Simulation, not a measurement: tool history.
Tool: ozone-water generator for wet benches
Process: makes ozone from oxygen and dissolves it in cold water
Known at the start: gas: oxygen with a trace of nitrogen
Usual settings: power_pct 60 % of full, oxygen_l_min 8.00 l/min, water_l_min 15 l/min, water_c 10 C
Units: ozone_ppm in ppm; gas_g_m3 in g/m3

run 1 hour=0.0 | power_pct=60 oxygen_l_min=8.00 water_l_min=15 water_c=10 | ozone_ppm=45.8 gas_g_m3=229.5
run 2 hour=67.8 | power_pct=60 oxygen_l_min=8.00 water_l_min=15 water_c=12 | ozone_ppm=43.8 gas_g_m3=229.5
run 3 hour=148.0 | power_pct=60 oxygen_l_min=8.00 water_l_min=15 water_c=12 | ozone_ppm=43.8 gas_g_m3=231.5
run 4 hour=181.6 | power_pct=60 oxygen_l_min=8.00 water_l_min=15 water_c=12 | ozone_ppm=44.4 gas_g_m3=228.7
run 5 hour=222.9 | power_pct=60 oxygen_l_min=8.00 water_l_min=15 water_c=10 | ozone_ppm=45.7 gas_g_m3=228.0
run 6 hour=260.3 | power_pct=60 oxygen_l_min=8.00 water_l_min=15 water_c=10 | ozone_ppm=45.5 gas_g_m3=229.3
run 7 hour=335.5 | power_pct=60 oxygen_l_min=8.00 water_l_min=15 water_c=5 | ozone_ppm=49.7 gas_g_m3=229.0
run 8 hour=396.0 | power_pct=60 oxygen_l_min=8.00 water_l_min=15 water_c=5 | ozone_ppm=49.6 gas_g_m3=224.8
run 9 hour=448.7 | power_pct=60 oxygen_l_min=8.00 water_l_min=15 water_c=5 | ozone_ppm=49.3 gas_g_m3=226.3
run 10 hour=511.8 | power_pct=60 oxygen_l_min=8.00 water_l_min=15 water_c=9 | ozone_ppm=46.7 gas_g_m3=228.8
run 11 hour=556.7 | power_pct=60 oxygen_l_min=8.00 water_l_min=15 water_c=9 | ozone_ppm=46.1 gas_g_m3=227.8
run 12 hour=599.7 | power_pct=60 oxygen_l_min=4.73 water_l_min=15 water_c=6 | ozone_ppm=45.3 gas_g_m3=279.3
run 13 hour=634.6 | power_pct=60 oxygen_l_min=8.00 water_l_min=15 water_c=6 | ozone_ppm=49.4 gas_g_m3=226.0
run 14 hour=706.7 | power_pct=50 oxygen_l_min=9.77 water_l_min=15 water_c=13 | ozone_ppm=38.2 gas_g_m3=183.7
run 15 hour=753.2 | power_pct=65 oxygen_l_min=13.49 water_l_min=23 water_c=8 | ozone_ppm=37.4 gas_g_m3=196.7
run 16 hour=812.3 | power_pct=60 oxygen_l_min=8.00 water_l_min=10 water_c=10 | ozone_ppm=57.8 gas_g_m3=227.9
run 17 hour=853.1 | power_pct=80 oxygen_l_min=8.00 water_l_min=15 water_c=10 | ozone_ppm=56.2 gas_g_m3=278.5
run 18 hour=906.0 | power_pct=80 oxygen_l_min=8.00 water_l_min=15 water_c=10 | ozone_ppm=56.3 gas_g_m3=280.3
run 19 hour=944.9 | power_pct=97 oxygen_l_min=7.16 water_l_min=24 water_c=10 | ozone_ppm=43.2 gas_g_m3=337.1
run 20 hour=1019.3 | power_pct=97 oxygen_l_min=7.16 water_l_min=24 water_c=10 | ozone_ppm=43.7 gas_g_m3=339.2
run 21 hour=1100.2 | power_pct=89 oxygen_l_min=6.49 water_l_min=10 water_c=10 | ozone_ppm=76.7 gas_g_m3=325.3

Run 22 comes next. What will it give?
run 22 hour=1150.0 | power_pct=89 oxygen_l_min=6.49 water_l_min=10 water_c=10 | ozone_ppm=? gas_g_m3=?

Run 22 gave ozone_ppm 77.8 ppm, gas_g_m3 326.1 g/m3.
Without the tool's hidden state the same run would have given ozone_ppm 77.9 ppm, gas_g_m3 332.9 g/m3.
